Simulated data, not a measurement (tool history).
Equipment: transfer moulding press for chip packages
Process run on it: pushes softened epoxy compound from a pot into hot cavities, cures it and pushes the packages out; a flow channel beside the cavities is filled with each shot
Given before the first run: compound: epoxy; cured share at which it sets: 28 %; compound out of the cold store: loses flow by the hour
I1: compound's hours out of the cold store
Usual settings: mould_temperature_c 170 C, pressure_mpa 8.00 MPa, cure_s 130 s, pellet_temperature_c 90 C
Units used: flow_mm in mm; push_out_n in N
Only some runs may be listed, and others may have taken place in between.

Run 1, hour 0.0: usual settings; I1 25.1. Result: flow_mm 657 mm, push_out_n 345 N.
At hour 14.9: cavities cleaned with cleaning compound and waxed.
At hour 65.8: cavities cleaned with cleaning compound and waxed.
Run 2, hour 65.8: usual settings; I1 43.8. Result: flow_mm 587 mm, push_out_n 184 N.
At hour 120.1: cavities cleaned with cleaning compound and waxed.
Run 3, hour 131.7: usual settings but pellet_temperature_c 95 C; I1 9.5. Result: flow_mm 698 mm, push_out_n 251 N.
At hour 175.0: cavities cleaned with cleaning compound and waxed.
Run 4, hour 213.5: usual settings but pellet_temperature_c 95 C; I1 42.9. Result: flow_mm 566 mm, push_out_n 344 N.
At hour 226.7: cavities cleaned with cleaning compound and waxed.
Run 5, hour 273.6: usual settings but pellet_temperature_c 95 C; I1 33.8. Result: flow_mm 583 mm, push_out_n 366 N.
At hour 281.2: cavities cleaned with cleaning compound and waxed.
At hour 300.5: plunger's sealing rings changed.
At hour 337.3: cavities cleaned with cleaning compound and waxed.
Run 6, hour 349.5: usual settings but pellet_temperature_c 95 C; I1 45.6. Result: flow_mm 589 mm, push_out_n 255 N.
At hour 391.9: cavities cleaned with cleaning compound and waxed.
Run 7, hour 391.9: usual settings; I1 30.6. Result: flow_mm 642 mm, push_out_n 182 N.
At hour 447.3: cavities cleaned with cleaning compound and waxed.
Run 8, hour 452.3: usual settings; I1 47.6. Result: flow_mm 576 mm, push_out_n 220 N.
At hour 505.5: cavities cleaned with cleaning compound and waxed.
Run 9, hour 539.9: usual settings; I1 11.1. Result: flow_mm 686 mm, push_out_n 333 N.
At hour 562.5: cavities cleaned with cleaning compound and waxed.
Run 10, hour 595.9: usual settings; I1 20.2. Result: flow_mm 652 mm, push_out_n 327 N.
At hour 616.5: cavities cleaned with cleaning compound and waxed.
At hour 673.3: cavities cleaned with cleaning compound and waxed.
Run 11, hour 675.3: usual settings; I1 30.3. Result: flow_mm 606 mm, push_out_n 204 N.
At hour 714.8: plunger's sealing rings changed.
Run 12, hour 714.8: usual settings; I1 17.6. Result: flow_mm 698 mm, push_out_n 349 N.
At hour 727.0: cavities cleaned with cleaning compound and waxed.
Run 13, hour 761.0: usual settings; I1 20.4. Result: flow_mm 690 mm, push_out_n 333 N.
At hour 779.6: cavities cleaned with cleaning compound and waxed.
At hour 835.0: cavities cleaned with cleaning compound and waxed.
Run 14, hour 850.9: usual settings but pressure_mpa 6.59 MPa, cure_s 137 s, pellet_temperature_c 95 C; I1 15.6. Result: flow_mm 623 mm, push_out_n 263 N.
At hour 887.9: cavities cleaned with cleaning compound and waxed.
At hour 902.3: mould's thermocouples calibrated.
Run 15, hour 921.9: usual settings but pressure_mpa 6.59 MPa, cure_s 137 s, pellet_temperature_c 95 C; I1 37.1. Result: flow_mm 543 mm, push_out_n 312 N.
At hour 941.3: cavities cleaned with cleaning compound and waxed.
At hour 995.0: cavities cleaned with cleaning compound and waxed.
Run 16, hour 1005.8: usual settings but pressure_mpa 6.58 MPa, cure_s 139 s, pellet_temperature_c 85 C; I1 16.9. Result: flow_mm 603 mm, push_out_n 246 N.
At hour 1048.9: cavities cleaned with cleaning compound and waxed.
Run 17, hour 1084.2: usual settings but pressure_mpa 6.58 MPa, cure_s 139 s, pellet_temperature_c 85 C; I1 24.8. Result: flow_mm 567 mm, push_out_n 343 N.
At hour 1102.7: cavities cleaned with cleaning compound and waxed.
At hour 1130.6: plunger's sealing rings changed.
At hour 1160.9: cavities cleaned with cleaning compound and waxed.
Run 18, hour 1170.7: usual settings but pellet_temperature_c 92 C; I1 18.1. Result: flow_mm 699 mm, push_out_n 243 N.
At hour 1212.1: cavities cleaned with cleaning compound and waxed.
Run 19, hour 1237.0: usual settings but pellet_temperature_c 92 C; I1 29.3. Result: flow_mm 637 mm, push_out_n 322 N.
At hour 1264.0: cavities cleaned with cleaning compound and waxed.
Run 20, hour 1310.5: usual settings but mould_temperature_c 168 C, pressure_mpa 6.91 MPa, pellet_temperature_c 91 C; I1 45.4. Result: flow_mm 541 mm, push_out_n 382 N.
At hour 1318.4: cavities cleaned with cleaning compound and waxed.
At hour 1371.3: cavities cleaned with cleaning compound and waxed.
Run 21, hour 1387.3: usual settings but mould_temperature_c 168 C, pressure_mpa 6.91 MPa, pellet_temperature_c 91 C; I1 28.5. Result: flow_mm 582 mm, push_out_n 292 N.
At hour 1425.0: cavities cleaned with cleaning compound and waxed.
Run 22, hour 1466.3: usual settings but mould_temperature_c 168 C, pressure_mpa 6.91 MPa, pellet_temperature_c 91 C; I1 34.6. Result: flow_mm 553 mm, push_out_n 370 N.
At hour 1476.0: cavities cleaned with cleaning compound and waxed.
Run 23, hour 1518.4: usual settings but mould_temperature_c 173 C, pressure_mpa 6.91 MPa, cure_s 140 s, pellet_temperature_c 91 C; I1 13.0. Result: flow_mm 604 mm, push_out_n 336 N.
At hour 1527.7: cavities cleaned with cleaning compound and waxed.
At hour 1548.2: plunger's sealing rings changed.
Run 24, hour 1579.3: usual settings but mould_temperature_c 167 C, pressure_mpa 6.91 MPa, cure_s 149 s, pellet_temperature_c 91 C; I1 31.0. Result: flow_mm 605 mm, push_out_n 349 N.
At hour 1585.5: cavities cleaned with cleaning compound and waxed.
Run 25, hour 1623.0: usual settings but mould_temperature_c 167 C, pressure_mpa 6.91 MPa, cure_s 111 s, pellet_temperature_c 91 C; I1 28.9. Result: flow_mm 603 mm, push_out_n 450 N.

Each row is a separate what-if for the run after 25, all from the same tool condition, not one after another. Results?
At hour 1641.6: cavities cleaned with cleaning compound and waxed.
Run A, hour 1666.3: usual settings but mould_temperature_c 169 C, cure_s 113 s; I1 18.9. Result: flow_mm ?, push_out_n ?.
At hour 1641.6: cavities cleaned with cleaning compound and waxed.
Run B, hour 1666.3: usual settings but cure_s 118 s, pellet_temperature_c 97 C; I1 46.6. Result: flow_mm ?, push_out_n ?.
At hour 1641.6: cavities cleaned with cleaning compound and waxed.
Run C, hour 1666.3: usual settings but mould_temperature_c 167 C, pressure_mpa 6.41 MPa, cure_s 128 s, pellet_temperature_c 91 C; I1 36.8. Result: flow_mm ?, push_out_n ?.
At hour 1641.6: cavities cleaned with cleaning compound and waxed.
Run D, hour 1666.3: usual settings but mould_temperature_c 167 C, pressure_mpa 6.91 MPa, cure_s 168 s, pellet_temperature_c 91 C; I1 19.6. Result: flow_mm ?, push_out_n ?.

run  flow_mm  push_out_n
  A      683         372
  B      574         330
  C      554         341
  D      648         308
Without the tool's unlogged condition, the same runs would have read:
run  flow_mm  push_out_n
  A      702         222
  B      590         194
  C      570         199
  D      666         180
